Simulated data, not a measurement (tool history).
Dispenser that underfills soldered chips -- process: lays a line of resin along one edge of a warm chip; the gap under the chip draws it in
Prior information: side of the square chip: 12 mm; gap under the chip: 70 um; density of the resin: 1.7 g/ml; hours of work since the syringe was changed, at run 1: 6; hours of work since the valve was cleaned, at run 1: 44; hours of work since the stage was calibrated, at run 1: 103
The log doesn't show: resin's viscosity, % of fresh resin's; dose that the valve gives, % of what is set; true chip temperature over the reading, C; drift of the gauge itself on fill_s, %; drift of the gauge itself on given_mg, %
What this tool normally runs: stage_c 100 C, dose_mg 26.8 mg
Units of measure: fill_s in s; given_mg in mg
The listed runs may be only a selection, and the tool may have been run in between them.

run	day	stage_c	dose_mg	hours of work since the syringe was changed	hours of work since the valve was cleaned	hours of work since the stage was calibrated	fill_s	given_mg
1	0	100	26.8	6	44	103	52.1	25.94
# day 0.108: dispensing valve cleaned and set on the balance
2	0.154	100	30.4	8	1	105	59	30.33
# day 0.362: new syringe of resin
3	0.362	96	26.8	0	4	109	40.8	26.75
4	0.475	96	26.8	2	6	110	47	26.68
5	0.596	96	26.8	4	8	112	52.5	26.59
6	0.817	100	26.8	7	11	116	57.2	26.53
7	0.988	100	26.8	10	14	119	69.1	26.44
# day 1.046: new syringe of resin
8	1.175	100	31	2	17	122	39.7	30.54
9	1.279	100	26.8	4	19	123	45.6	26.43
10	1.492	100	26.8	7	22	127	58.5	26.39
# day 1.733: new syringe of resin
11	1.742	111	26.8	0	26	131	23.6	26.33
12	1.908	111	26.8	3	29	133	27.7	26.24
13	2.092	111	26.8	6	32	136	34.6	26.24
14	2.238	111	26.8	8	34	139	40.9	26.25
# day 2.417: new syringe of resin
15	2.492	111	26.8	1	38	143	25	26.11
16	2.6	111	26.8	3	40	144	29	26.03
17	2.829	111	26.8	7	44	148	38.1	26.02
# day 2.958: dispensing valve cleaned and set on the balance
18	3.1	111	26.8	10	2	152	47.1	26.76
# day 3.15: new syringe of resin
19	3.242	115	23.4	2	4	154	22.3	23.33
20	3.467	115	23.4	5	8	158	28.9	23.33
21	3.592	112	33.4	7	10	160	35.5	33.18
22	3.7	112	33.4	9	12	161	40	33.21
# day 3.838: new syringe of resin
23	3.858	113	26.9	0	14	164	22.8	26.68
24	3.979	95	24.3	2	16	166	51.5	24.07
25	4.2	110	23.6	6	20	169	38	23.27
26	4.362	110	23.6	9	23	172	44.5	23.31
# day 4.533: new syringe of resin
27	4.571	110	23.7	1	26	175	26.9	23.36
28	4.808	110	23.7	5	30	179	34.2	23.26
29	5.033	92	26.8	8	33	183	89.6	26.28
30	5.162	103	24.9	10	35	185	65.9	24.37
# day 5.217: new syringe of resin
31	5.296	107	33.7	1	37	187	29.4	32.86
32	5.417	107	33.7	3	39	189	33.8	32.85
33	5.542	93	33.7	5	41	191	67.3	32.87
# day 5.804: dispensing valve cleaned and set on the balance
34	5.821	100	27.7	9	0	195	67.4	27.77
# day 5.95: new syringe of resin
35	5.95	88	32.8	0	2	197	58.8	32.83
36	6.062	88	32.8	2	4	198	67.5	32.77

Forecast each of these 3 alternatives for the next run:
A	6.192	93	34.7	4	6	200	?	?
B	6.192	88	25	4	6	200	?	?
C	6.192	106	32.8	4	6	200	?	?

run	fill_s	given_mg
A	62.5	34.67
B	80.6	24.86
C	37	32.69
Take away the tool's hidden state, keep each run's random variation, and the runs would have read:
run	fill_s	given_mg
A	45.6	34.75
B	58.6	24.91
C	27	32.76
